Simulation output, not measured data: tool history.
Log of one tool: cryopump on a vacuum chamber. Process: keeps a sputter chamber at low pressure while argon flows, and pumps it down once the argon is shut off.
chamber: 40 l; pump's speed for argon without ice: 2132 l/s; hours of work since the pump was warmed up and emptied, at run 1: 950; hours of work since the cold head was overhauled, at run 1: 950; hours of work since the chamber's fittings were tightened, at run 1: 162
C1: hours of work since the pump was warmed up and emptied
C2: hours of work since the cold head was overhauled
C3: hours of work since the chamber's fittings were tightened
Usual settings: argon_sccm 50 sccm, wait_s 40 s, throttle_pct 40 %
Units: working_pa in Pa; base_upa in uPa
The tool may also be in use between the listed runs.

{"run": 1, "hour": 0.0, "argon_sccm": 50, "wait_s": 40, "throttle_pct": 40, "C1": 950, "C2": 950, "C3": 162, "working_pa": 0.1117, "base_upa": 1.38}
{"run": 2, "hour": 37.2, "argon_sccm": 50, "wait_s": 40, "throttle_pct": 40, "C1": 983, "C2": 983, "C3": 195, "working_pa": 0.1125, "base_upa": 1.41}
{"run": 3, "hour": 71.3, "argon_sccm": 50, "wait_s": 40, "throttle_pct": 40, "C1": 1013, "C2": 1013, "C3": 225, "working_pa": 0.1115, "base_upa": 1.42}
{"run": 4, "hour": 105.1, "argon_sccm": 50, "wait_s": 40, "throttle_pct": 40, "C1": 1042, "C2": 1042, "C3": 254, "working_pa": 0.1127, "base_upa": 1.47}
{"run": 5, "hour": 131.0, "argon_sccm": 50, "wait_s": 40, "throttle_pct": 40, "C1": 1065, "C2": 1065, "C3": 277, "working_pa": 0.113, "base_upa": 1.42}
{"run": 6, "hour": 169.5, "argon_sccm": 50, "wait_s": 40, "throttle_pct": 40, "C1": 1099, "C2": 1099, "C3": 311, "working_pa": 0.1135, "base_upa": 1.46}
{"hour": 183.6, "done": "pump warmed up, emptied and cooled again"}
{"run": 7, "hour": 198.8, "argon_sccm": 50, "wait_s": 22, "throttle_pct": 40, "C1": 13, "C2": 1120, "C3": 332, "working_pa": 0.0995, "base_upa": 2.2}
{"run": 8, "hour": 231.1, "argon_sccm": 50, "wait_s": 22, "throttle_pct": 40, "C1": 42, "C2": 1148, "C3": 360, "working_pa": 0.1003, "base_upa": 2.38}
{"run": 9, "hour": 268.7, "argon_sccm": 50, "wait_s": 22, "throttle_pct": 40, "C1": 75, "C2": 1181, "C3": 394, "working_pa": 0.0998, "base_upa": 2.34}
{"run": 10, "hour": 303.3, "argon_sccm": 50, "wait_s": 22, "throttle_pct": 40, "C1": 105, "C2": 1212, "C3": 424, "working_pa": 0.1018, "base_upa": 2.24}
{"run": 11, "hour": 322.3, "argon_sccm": 50, "wait_s": 22, "throttle_pct": 40, "C1": 122, "C2": 1229, "C3": 441, "working_pa": 0.1017, "base_upa": 2.3}
{"run": 12, "hour": 344.7, "argon_sccm": 50, "wait_s": 22, "throttle_pct": 40, "C1": 141, "C2": 1248, "C3": 460, "working_pa": 0.1002, "base_upa": 2.35}
{"run": 13, "hour": 374.9, "argon_sccm": 50, "wait_s": 22, "throttle_pct": 40, "C1": 168, "C2": 1275, "C3": 487, "working_pa": 0.1018, "base_upa": 2.32}
{"run": 14, "hour": 416.9, "argon_sccm": 50, "wait_s": 22, "throttle_pct": 40, "C1": 205, "C2": 1312, "C3": 524, "working_pa": 0.103, "base_upa": 2.38}
{"run": 15, "hour": 437.3, "argon_sccm": 50, "wait_s": 22, "throttle_pct": 40, "C1": 223, "C2": 1329, "C3": 542, "working_pa": 0.1027, "base_upa": 2.34}
{"run": 16, "hour": 460.3, "argon_sccm": 50, "wait_s": 22, "throttle_pct": 40, "C1": 243, "C2": 1350, "C3": 562, "working_pa": 0.1027, "base_upa": 2.36}
{"run": 17, "hour": 497.4, "argon_sccm": 50, "wait_s": 40, "throttle_pct": 40, "C1": 276, "C2": 1382, "C3": 594, "working_pa": 0.1021, "base_upa": 1.49}
{"run": 18, "hour": 520.9, "argon_sccm": 50, "wait_s": 40, "throttle_pct": 40, "C1": 296, "C2": 1403, "C3": 615, "working_pa": 0.1029, "base_upa": 1.49}
{"run": 19, "hour": 546.1, "argon_sccm": 99, "wait_s": 35, "throttle_pct": 18, "C1": 318, "C2": 1425, "C3": 637, "working_pa": 0.4426, "base_upa": 1.68}
{"run": 20, "hour": 563.4, "argon_sccm": 75, "wait_s": 62, "throttle_pct": 18, "C1": 334, "C2": 1440, "C3": 652, "working_pa": 0.3383, "base_upa": 1.07}
{"run": 21, "hour": 592.1, "argon_sccm": 22, "wait_s": 44, "throttle_pct": 18, "C1": 359, "C2": 1465, "C3": 677, "working_pa": 0.0995, "base_upa": 1.41}
{"run": 22, "hour": 622.9, "argon_sccm": 20, "wait_s": 40, "throttle_pct": 35, "C1": 386, "C2": 1492, "C3": 704, "working_pa": 0.0474, "base_upa": 1.4}
{"run": 23, "hour": 649.0, "argon_sccm": 75, "wait_s": 26, "throttle_pct": 35, "C1": 409, "C2": 1515, "C3": 727, "working_pa": 0.1778, "base_upa": 2.12}
{"run": 24, "hour": 686.7, "argon_sccm": 75, "wait_s": 31, "throttle_pct": 17, "C1": 442, "C2": 1548, "C3": 760, "working_pa": 0.36, "base_upa": 1.86}
{"run": 25, "hour": 712.2, "argon_sccm": 50, "wait_s": 28, "throttle_pct": 40, "C1": 464, "C2": 1571, "C3": 783, "working_pa": 0.1065, "base_upa": 1.96}
{"run": 26, "hour": 734.3, "argon_sccm": 50, "wait_s": 79, "throttle_pct": 40, "C1": 484, "C2": 1590, "C3": 802, "working_pa": 0.106, "base_upa": 0.95}
{"run": 27, "hour": 759.2, "argon_sccm": 50, "wait_s": 40, "throttle_pct": 36, "C1": 505, "C2": 1612, "C3": 824, "working_pa": 0.1173, "base_upa": 1.52}
{"run": 28, "hour": 782.6, "argon_sccm": 50, "wait_s": 40, "throttle_pct": 56, "C1": 526, "C2": 1633, "C3": 845, "working_pa": 0.0772, "base_upa": 1.55}
{"run": 29, "hour": 806.0, "argon_sccm": 39, "wait_s": 45, "throttle_pct": 36, "C1": 546, "C2": 1653, "C3": 865, "working_pa": 0.0916, "base_upa": 1.44}
{"run": 30, "hour": 838.3, "argon_sccm": 31, "wait_s": 40, "throttle_pct": 53, "C1": 575, "C2": 1682, "C3": 894, "working_pa": 0.0519, "base_upa": 1.48}
{"run": 31, "hour": 859.2, "argon_sccm": 27, "wait_s": 146, "throttle_pct": 25, "C1": 593, "C2": 1700, "C3": 912, "working_pa": 0.0888, "base_upa": 0.74}
{"run": 32, "hour": 898.2, "argon_sccm": 27, "wait_s": 146, "throttle_pct": 25, "C1": 627, "C2": 1734, "C3": 946, "working_pa": 0.0907, "base_upa": 0.76}
{"run": 33, "hour": 932.6, "argon_sccm": 25, "wait_s": 23, "throttle_pct": 25, "C1": 658, "C2": 1764, "C3": 976, "working_pa": 0.0832, "base_upa": 2.45}
{"run": 34, "hour": 967.2, "argon_sccm": 25, "wait_s": 23, "throttle_pct": 25, "C1": 688, "C2": 1795, "C3": 1007, "working_pa": 0.0847, "base_upa": 2.45}
{"run": 35, "hour": 996.2, "argon_sccm": 25, "wait_s": 23, "throttle_pct": 25, "C1": 713, "C2": 1820, "C3": 1032, "working_pa": 0.0845, "base_upa": 2.48}

Some steps in working_pa between neighbouring runs. How much of each would the tool show without its hidden state too (settings, what came in, random variation), and how much is left for the hidden state, with any gauge scatter that isn't in both results?
The hidden state here: pump's speed, % of a pump's without ice; cold plate's temperature, K; leak into the chamber, uPa l/s; drift of the gauge itself on working_pa, %; drift of the gauge itself on base_upa, %.
Run 6 -> 7: wait_s 40 -> 22, pump warmed up, emptied and cooled again. working_pa -0.014 Pa: hidden state -0.0138, all else -0.0002.
Run 18 -> 19: argon_sccm 50 -> 99, wait_s 40 -> 35, throttle_pct 40 -> 18. working_pa +0.3397 Pa: hidden state +0.0044, all else +0.3353.
Run 20 -> 21: argon_sccm 75 -> 22, wait_s 62 -> 44. working_pa -0.2388 Pa: hidden state -0.0047, all else -0.2341.
Run 22 -> 23: argon_sccm 20 -> 75, wait_s 40 -> 26. working_pa +0.1304 Pa: hidden state +0.0062, all else +0.1242.
Run 24 -> 25: argon_sccm 75 -> 50, wait_s 31 -> 28, throttle_pct 17 -> 40. working_pa -0.2535 Pa: hidden state -0.0027, all else -0.2508.
